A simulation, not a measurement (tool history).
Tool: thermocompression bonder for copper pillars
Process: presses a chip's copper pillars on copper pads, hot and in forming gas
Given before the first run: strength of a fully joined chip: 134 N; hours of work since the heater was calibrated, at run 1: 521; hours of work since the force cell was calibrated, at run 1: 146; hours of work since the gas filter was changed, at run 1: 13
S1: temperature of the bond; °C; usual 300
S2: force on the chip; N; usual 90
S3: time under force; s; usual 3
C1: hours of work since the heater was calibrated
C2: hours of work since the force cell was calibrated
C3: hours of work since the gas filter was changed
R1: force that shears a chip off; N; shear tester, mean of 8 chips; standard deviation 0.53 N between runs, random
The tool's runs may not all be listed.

Run 1, hour 0.0: usual settings; C1 521; C2 146; C3 13. Result: R1 74.0 N.
Run 2, hour 6.2: usual settings; C1 524; C2 149; C3 16. Result: R1 73.4 N.
Run 3, hour 14.9: usual settings; C1 528; C2 153; C3 20. Result: R1 74.1 N.
Run 4, hour 22.5: usual settings but S2 62 N; C1 532; C2 156; C3 24. Result: R1 50.3 N.
Run 5, hour 33.1: usual settings but S3 7 s; C1 537; C2 161; C3 28. Result: R1 92.4 N.
At hour 35.6: force cell calibrated.
Run 6, hour 44.4: usual settings but S3 7 s; C1 541; C2 4; C3 33. Result: R1 93.6 N.
Run 7, hour 52.1: usual settings but S3 7 s; C1 545; C2 8; C3 36. Result: R1 93.0 N.
Run 8, hour 59.6: usual settings but S3 7 s; C1 548; C2 11; C3 40. Result: R1 93.9 N.
Run 9, hour 68.0: usual settings but S2 57 N, S3 7 s; C1 552; C2 15; C3 44. Result: R1 62.5 N.
Run 10, hour 74.8: usual settings but S1 303 °C, S2 65 N, S3 4 s; C1 555; C2 18; C3 47. Result: R1 61.4 N.
Run 11, hour 86.5: usual settings but S1 303 °C, S2 65 N, S3 4 s; C1 560; C2 23; C3 52. Result: R1 59.8 N.
At hour 92.6: force cell calibrated, once more.
Run 12, hour 94.2: usual settings but S2 62 N, S3 5 s; C1 563; C2 1; C3 55. Result: R1 61.2 N.
Run 13, hour 101.3: usual settings but S1 329 °C, S2 62 N, S3 2 s; C1 566; C2 4; C3 58. Result: R1 60.2 N.
Run 14, hour 113.3: usual settings but S1 329 °C, S2 62 N, S3 2 s; C1 572; C2 9; C3 64. Result: R1 60.2 N.
Run 15, hour 124.0: usual settings but S1 329 °C, S2 62 N, S3 2 s; C1 577; C2 14; C3 69. Result: R1 60.3 N.
Run 16, hour 132.0: usual settings but S1 293 °C, S2 116 N; C1 580; C2 18; C3 72. Result: R1 85.6 N.
Run 17, hour 142.3: usual settings but S1 309 °C, S2 116 N, S3 7 s; C1 585; C2 23; C3 77. Result: R1 115.1 N.

What if the next run were any one of these 3? Each begins from the tool's condition after run 17:
Run A, hour 149.6: usual settings but S1 313 °C, S3 4 s; C1 589; C2 26; C3 80. Result: R1 ?.
Run B, hour 149.6: usual settings but S1 280 °C, S2 58 N; C1 589; C2 26; C3 80. Result: R1 ?.
Run C, hour 149.6: usual settings; C1 589; C2 26; C3 80. Result: R1 ?.

run    R1
  A  88.9
  B  36.4
  C  72.8
Without the tool's unlogged condition, the same runs would have read:
run    R1
  A  84.4
  B  32.6
  C  67.7
